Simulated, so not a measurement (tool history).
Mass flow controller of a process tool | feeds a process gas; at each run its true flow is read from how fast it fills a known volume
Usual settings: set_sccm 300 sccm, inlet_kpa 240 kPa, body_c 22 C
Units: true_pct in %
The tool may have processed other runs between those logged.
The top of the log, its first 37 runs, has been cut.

run 38 hour=3093.6 | set_sccm=140 inlet_kpa=230 body_c=23 | true_pct=102.85
run 39 hour=3161.5 | set_sccm=527 inlet_kpa=270 body_c=40 | true_pct=100.67
run 40 hour=3255.9 | set_sccm=527 inlet_kpa=270 body_c=40 | true_pct=100.68
run 41 hour=3362.9 | set_sccm=527 inlet_kpa=270 body_c=40 | true_pct=100.89
run 42 hour=3445.2 | set_sccm=231 inlet_kpa=149 body_c=40 | true_pct=101.55
run 43 hour=3503.2 | set_sccm=267 inlet_kpa=149 body_c=25 | true_pct=100.48
run 44 hour=3599.1 | set_sccm=300 inlet_kpa=189 body_c=22 | true_pct=100.33
run 45 hour=3647.7 | set_sccm=300 inlet_kpa=189 body_c=22 | true_pct=100.26
run 46 hour=3724 | set_sccm=300 inlet_kpa=189 body_c=26 | true_pct=100.53
run 47 hour=3820.1 | set_sccm=847 inlet_kpa=240 body_c=37 | true_pct=100.23

Forecast each of these 4 alternatives for the next run:
run A hour=3907.7 | set_sccm=303 inlet_kpa=164 body_c=24 | true_pct=?
run B hour=3907.7 | set_sccm=309 inlet_kpa=268 body_c=36 | true_pct=?
run C hour=3907.7 | set_sccm=320 inlet_kpa=240 body_c=37 | true_pct=?
run D hour=3907.7 | set_sccm=916 inlet_kpa=240 body_c=26 | true_pct=?

run=A true_pct=100.19
run=B true_pct=101.44
run=C true_pct=101.19
run=D true_pct=99.57
With the hidden condition removed and each run's random variation left untouched, the same runs would have given:
run=A true_pct=99.38
run=B true_pct=100.67
run=C true_pct=100.5
run=D true_pct=100.26

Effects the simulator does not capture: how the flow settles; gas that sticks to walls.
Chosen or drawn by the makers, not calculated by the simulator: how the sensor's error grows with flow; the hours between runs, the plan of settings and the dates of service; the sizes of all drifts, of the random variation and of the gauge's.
